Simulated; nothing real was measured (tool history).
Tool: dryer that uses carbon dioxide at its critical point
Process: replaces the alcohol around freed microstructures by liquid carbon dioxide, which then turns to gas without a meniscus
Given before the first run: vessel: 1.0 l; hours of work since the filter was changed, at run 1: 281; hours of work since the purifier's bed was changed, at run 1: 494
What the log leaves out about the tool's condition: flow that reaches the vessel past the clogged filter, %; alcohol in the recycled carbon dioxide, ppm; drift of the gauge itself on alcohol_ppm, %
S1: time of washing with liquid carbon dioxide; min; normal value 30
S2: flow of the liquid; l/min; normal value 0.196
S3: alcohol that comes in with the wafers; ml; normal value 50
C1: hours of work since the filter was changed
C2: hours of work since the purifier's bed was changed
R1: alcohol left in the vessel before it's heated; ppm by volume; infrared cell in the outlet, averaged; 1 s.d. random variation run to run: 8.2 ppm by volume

{"run": 1, "hour": 0.0, "S1": 30, "S2": 0.196, "S3": 50, "C1": 281, "C2": 494, "R1": 816}
{"run": 2, "hour": 19.8, "S1": 30, "S2": 0.196, "S3": 50, "C1": 291, "C2": 504, "R1": 838}
{"run": 3, "hour": 34.4, "S1": 30, "S2": 0.196, "S3": 50, "C1": 299, "C2": 512, "R1": 841}
{"run": 4, "hour": 54.4, "S1": 30, "S2": 0.196, "S3": 50, "C1": 309, "C2": 523, "R1": 865}
{"hour": 70.2, "done": "inlet filter changed"}
{"run": 5, "hour": 85.6, "S1": 30, "S2": 0.196, "S3": 50, "C1": 8, "C2": 538, "R1": 544}
{"run": 6, "hour": 105.6, "S1": 30, "S2": 0.196, "S3": 50, "C1": 19, "C2": 549, "R1": 573}
{"run": 7, "hour": 135.3, "S1": 30, "S2": 0.179, "S3": 50, "C1": 34, "C2": 564, "R1": 821}
{"run": 8, "hour": 159.8, "S1": 30, "S2": 0.179, "S3": 50, "C1": 47, "C2": 577, "R1": 843}
{"run": 9, "hour": 179.5, "S1": 30, "S2": 0.179, "S3": 50, "C1": 57, "C2": 587, "R1": 857}
{"run": 10, "hour": 198.3, "S1": 30, "S2": 0.179, "S3": 50, "C1": 67, "C2": 597, "R1": 905}
{"run": 11, "hour": 219.3, "S1": 30, "S2": 0.179, "S3": 50, "C1": 78, "C2": 608, "R1": 893}
{"run": 12, "hour": 243.8, "S1": 30, "S2": 0.196, "S3": 50, "C1": 91, "C2": 621, "R1": 648}
{"run": 13, "hour": 274.1, "S1": 30, "S2": 0.196, "S3": 50, "C1": 107, "C2": 637, "R1": 657}
{"run": 14, "hour": 288.4, "S1": 30, "S2": 0.183, "S3": 50, "C1": 114, "C2": 645, "R1": 871}
{"run": 15, "hour": 315.8, "S1": 46, "S2": 0.196, "S3": 50, "C1": 129, "C2": 659, "R1": 181}
{"run": 16, "hour": 328.9, "S1": 46, "S2": 0.196, "S3": 50, "C1": 135, "C2": 666, "R1": 193}
{"run": 17, "hour": 341.1, "S1": 46, "S2": 0.196, "S3": 50, "C1": 142, "C2": 672, "R1": 179}
{"run": 18, "hour": 370.4, "S1": 33, "S2": 0.196, "S3": 53, "C1": 157, "C2": 687, "R1": 541}
{"run": 19, "hour": 398.5, "S1": 21, "S2": 0.196, "S3": 72, "C1": 172, "C2": 702, "R1": 3429}
{"run": 20, "hour": 414.7, "S1": 30, "S2": 0.198, "S3": 94, "C1": 180, "C2": 711, "R1": 1262}
{"run": 21, "hour": 428.6, "S1": 45, "S2": 0.196, "S3": 31, "C1": 188, "C2": 718, "R1": 182}
{"run": 22, "hour": 442.1, "S1": 26, "S2": 0.268, "S3": 43, "C1": 195, "C2": 725, "R1": 360}
{"run": 23, "hour": 462.2, "S1": 46, "S2": 0.319, "S3": 21, "C1": 205, "C2": 736, "R1": 147}
{"run": 24, "hour": 478.6, "S1": 46, "S2": 0.319, "S3": 21, "C1": 214, "C2": 744, "R1": 128}
{"run": 25, "hour": 504.3, "S1": 26, "S2": 0.25, "S3": 61, "C1": 227, "C2": 758, "R1": 631}
{"run": 26, "hour": 520.9, "S1": 35, "S2": 0.122, "S3": 84, "C1": 236, "C2": 766, "R1": 4104}
{"run": 27, "hour": 545.7, "S1": 35, "S2": 0.135, "S3": 84, "C1": 249, "C2": 779, "R1": 3065}
{"run": 28, "hour": 567.4, "S1": 30, "S2": 0.196, "S3": 22, "C1": 260, "C2": 791, "R1": 462}
{"run": 29, "hour": 584.5, "S1": 30, "S2": 0.192, "S3": 45, "C1": 269, "C2": 800, "R1": 861}
{"run": 30, "hour": 604.9, "S1": 23, "S2": 0.147, "S3": 55, "C1": 280, "C2": 810, "R1": 5268}
{"run": 31, "hour": 620.2, "S1": 30, "S2": 0.174, "S3": 50, "C1": 288, "C2": 818, "R1": 1365}
{"run": 32, "hour": 636.1, "S1": 30, "S2": 0.174, "S3": 50, "C1": 296, "C2": 827, "R1": 1399}
{"run": 33, "hour": 653.2, "S1": 30, "S2": 0.174, "S3": 50, "C1": 305, "C2": 836, "R1": 1447}
{"hour": 675.3, "done": "inlet filter changed"}
{"run": 34, "hour": 682.5, "S1": 30, "S2": 0.174, "S3": 50, "C1": 4, "C2": 850, "R1": 928}

Hidden condition of the tool, last listed run before each entry between runs versus first listed run after:
Logged between run 4 and run 5: inlet filter changed (hour 70.2)
  flow that reaches the vessel past the clogged filter, %: 87.8 -> 99.3; alcohol in the recycled carbon dioxide, ppm: 101.3 -> 104.2
  measured less the result without the state, R1: +431 -> +113 ppm by volume
Logged between run 33 and run 34: inlet filter changed (hour 675.3)
  flow that reaches the vessel past the clogged filter, %: 87.3 -> 99.7; alcohol in the recycled carbon dioxide, ppm: 157.1 -> 159.7
  measured less the result without the state, R1: +685 -> +165 ppm by volume
